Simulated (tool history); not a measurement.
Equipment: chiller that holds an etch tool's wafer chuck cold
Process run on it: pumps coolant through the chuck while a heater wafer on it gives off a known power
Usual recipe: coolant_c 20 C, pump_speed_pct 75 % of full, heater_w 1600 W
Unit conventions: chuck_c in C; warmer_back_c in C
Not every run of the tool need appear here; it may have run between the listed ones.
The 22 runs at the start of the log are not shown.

run    hour  coolant_c  pump_speed_pct  heater_w  chuck_c  warmer_back_c
 23  2663.1         20              75       822     28.2           2.32
 24  2820.5         13              84      1615     27.5           3.93
 25  2954.4         13              84      1615     27.6           4.02
 26  3082.2         13              84      1615     27.4              4
 27  3210.6         29             100      1450     40.1           3.08
 28  3364.4         29             100      1450       40           3.05
     3518.8  -- chiller's thermometer calibrated
 29  3518.8         13              70      1600     29.9            4.9
 30  3660.9         14              83      1600     28.3           4.06
 31  3786.1         14              92      1339     25.1           3.12
     3796.3  -- gauge calibrated
 32  3890.5         14              92      1339       25           2.83
 33  3965.3         24              73      2137     45.9           5.85

Alternative continuations, all from the tool just after run 33; predict every row:
  A  4079.1         11              69      1016        ?              ?
  B  4079.1         13              96       900        ?              ?
  C  4079.1         19              73      2137        ?              ?

run  chuck_c  warmer_back_c
  A     21.8              3
  B     20.1           1.84
  C     40.8           5.83
Without the tool's hidden state the same runs would have given:
run  chuck_c  warmer_back_c
  A     21.8           2.95
  B     20.1            1.8
  C     40.7           5.78
